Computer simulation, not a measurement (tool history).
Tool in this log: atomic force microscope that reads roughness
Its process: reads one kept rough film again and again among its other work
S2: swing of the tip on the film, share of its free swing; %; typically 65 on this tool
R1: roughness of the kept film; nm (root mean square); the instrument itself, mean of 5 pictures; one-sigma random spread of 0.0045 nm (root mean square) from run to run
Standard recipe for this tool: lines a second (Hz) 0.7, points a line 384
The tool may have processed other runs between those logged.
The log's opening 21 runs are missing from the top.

run 22 day=22.546 | lines_a_second_(Hz)=3.607 S2=65 points_a_line=726 | R1=1.469
-- day=23.096 new tip fitted
run 23 day=23.262 | lines_a_second_(Hz)=3.607 S2=65 points_a_line=726 | R1=1.527
run 24 day=24.425 | lines_a_second_(Hz)=3.607 S2=58 points_a_line=520 | R1=1.562
run 25 day=25.721 | lines_a_second_(Hz)=3.607 S2=58 points_a_line=520 | R1=1.553
run 26 day=26.629 | lines_a_second_(Hz)=3.607 S2=58 points_a_line=520 | R1=1.536
run 27 day=28.292 | lines_a_second_(Hz)=3.607 S2=70 points_a_line=549 | R1=1.47
run 28 day=29.217 | lines_a_second_(Hz)=3.607 S2=70 points_a_line=549 | R1=1.464
run 29 day=30.604 | lines_a_second_(Hz)=3.414 S2=63 points_a_line=430 | R1=1.506
run 30 day=31.746 | lines_a_second_(Hz)=3.414 S2=58 points_a_line=723 | R1=1.514
run 31 day=33.404 | lines_a_second_(Hz)=3.414 S2=58 points_a_line=723 | R1=1.513
run 32 day=34.329 | lines_a_second_(Hz)=0.567 S2=77 points_a_line=789 | R1=1.536
-- day=34.583 new tip fitted
run 33 day=35.388 | lines_a_second_(Hz)=0.7 S2=65 points_a_line=423 | R1=1.599

The next listed run, before its measurement:
run 34 day=36.196 | lines_a_second_(Hz)=2.973 S2=85 points_a_line=785 | R1=?

R1: 1.407 nm (root mean square)
Take away the tool's hidden state, keep the run-to-run variation as it was, and the same run would have given R1 1.425 nm (root mean square).
